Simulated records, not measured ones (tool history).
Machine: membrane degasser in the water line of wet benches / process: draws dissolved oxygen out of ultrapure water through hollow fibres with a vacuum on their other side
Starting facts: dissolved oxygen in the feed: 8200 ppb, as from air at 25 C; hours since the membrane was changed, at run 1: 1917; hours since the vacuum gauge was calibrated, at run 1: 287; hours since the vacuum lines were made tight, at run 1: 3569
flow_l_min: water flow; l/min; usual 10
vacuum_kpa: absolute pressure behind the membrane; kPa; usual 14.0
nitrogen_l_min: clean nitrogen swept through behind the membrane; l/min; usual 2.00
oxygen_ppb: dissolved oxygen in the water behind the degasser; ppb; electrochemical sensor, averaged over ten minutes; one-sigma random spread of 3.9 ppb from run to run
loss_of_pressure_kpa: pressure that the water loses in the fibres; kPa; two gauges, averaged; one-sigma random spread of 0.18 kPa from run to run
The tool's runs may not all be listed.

run	hour	flow_l_min	vacuum_kpa	nitrogen_l_min	hours since the membrane was changed	hours since the vacuum gauge was calibrated	hours since the vacuum lines were made tight	oxygen_ppb	loss_of_pressure_kpa
1	0.0	10	14.0	2.00	1917	287	3569	401.7	34.26
2	24.6	10	14.0	2.00	1941	311	3594	401.5	34.00
3	52.0	10	14.0	2.00	1969	339	3621	392.5	34.48
4	81.3	10	16.0	2.00	1998	368	3651	424.5	34.19
5	124.9	10	16.0	2.00	2042	412	3694	417.7	34.18
6	158.5	10	16.0	2.00	2075	445	3728	415.6	33.94
7	193.9	10	16.0	2.00	2111	481	3763	417.3	34.21
8	218.7	6	14.0	2.00	2135	505	3788	141.8	20.48
9	253.6	6	14.0	2.00	2170	540	3823	142.1	20.40
# hour 257.5: vacuum gauge calibrated
10	293.8	6	14.0	2.00	2210	36	3863	144.1	20.53
11	349.1	6	14.0	2.00	2265	92	3918	140.6	20.77
12	379.4	6	14.0	2.00	2296	122	3948	142.4	20.53
13	413.2	6	14.0	2.00	2329	156	3982	142.4	20.24
14	462.7	6	14.0	2.00	2379	205	4032	145.5	20.45
15	498.2	6	14.0	2.00	2414	241	4067	142.8	20.51
# hour 512.3: vacuum gauge calibrated, once more
16	548.0	12	14.0	2.00	2464	36	4116	561.3	40.88
17	598.9	12	14.0	2.00	2515	87	4167	555.9	41.14
18	643.4	10	32.6	1.47	2559	131	4212	715.8	34.36
19	679.1	7	32.6	3.72	2595	167	4247	239.4	24.07
20	716.3	7	32.6	3.72	2632	204	4285	241.9	23.91
21	761.5	16	9.0	2.41	2677	249	4330	793.1	54.95
22	787.4	8	15.2	5.75	2703	275	4356	189.9	27.23
23	828.1	8	15.2	5.75	2744	316	4396	197.7	27.39
24	865.9	16	14.0	3.82	2782	354	4434	815.8	54.90
25	899.3	8	12.0	1.52	2815	387	4468	260.5	27.59
26	951.4	8	9.5	2.92	2867	439	4520	197.4	27.44
27	990.5	10	13.5	0.93	2906	478	4559	514.1	34.28
28	1024.8	7	12.7	5.99	2940	513	4593	131.3	24.05
29	1053.7	10	14.0	1.61	2969	541	4622	436.1	34.14
30	1104.1	10	9.8	4.53	3020	592	4672	310.1	34.38
31	1145.2	10	20.9	4.53	3061	633	4714	367.7	34.23
32	1178.8	10	13.6	1.70	3094	666	4747	422.3	34.34
33	1222.3	12	9.4	0.90	3138	710	4791	593.4	41.21

Hidden state or all else? Some run-to-run changes of oxygen_ppb, split into what the settings, what came in and random variation would give without the hidden state, and what is left for the hidden state (with any gauge scatter that isn't in both results):
Hidden state present: membrane still open, %; true pressure behind the membrane over the reading, kPa; air that leaks in behind the membrane, l/min; drift of the gauge itself on oxygen_ppb, %; drift of the gauge itself on loss_of_pressure_kpa, %.
Run 20 -> 21: flow_l_min 7 -> 16, vacuum_kpa 32.6 -> 9.0, nitrogen_l_min 3.72 -> 2.41. oxygen_ppb +551.2 ppb: hidden state +15.2, all else +536.0.
Run 21 -> 22: flow_l_min 16 -> 8, vacuum_kpa 9.0 -> 15.2, nitrogen_l_min 2.41 -> 5.75. oxygen_ppb -603.2 ppb: hidden state -15.2, all else -588.0.
Run 23 -> 24: flow_l_min 8 -> 16, vacuum_kpa 15.2 -> 14.0, nitrogen_l_min 5.75 -> 3.82. oxygen_ppb +618.1 ppb: hidden state +15.9, all else +602.2.
Run 24 -> 25: flow_l_min 16 -> 8, vacuum_kpa 14.0 -> 12.0, nitrogen_l_min 3.82 -> 1.52. oxygen_ppb -555.3 ppb: hidden state -14.5, all else -540.8.
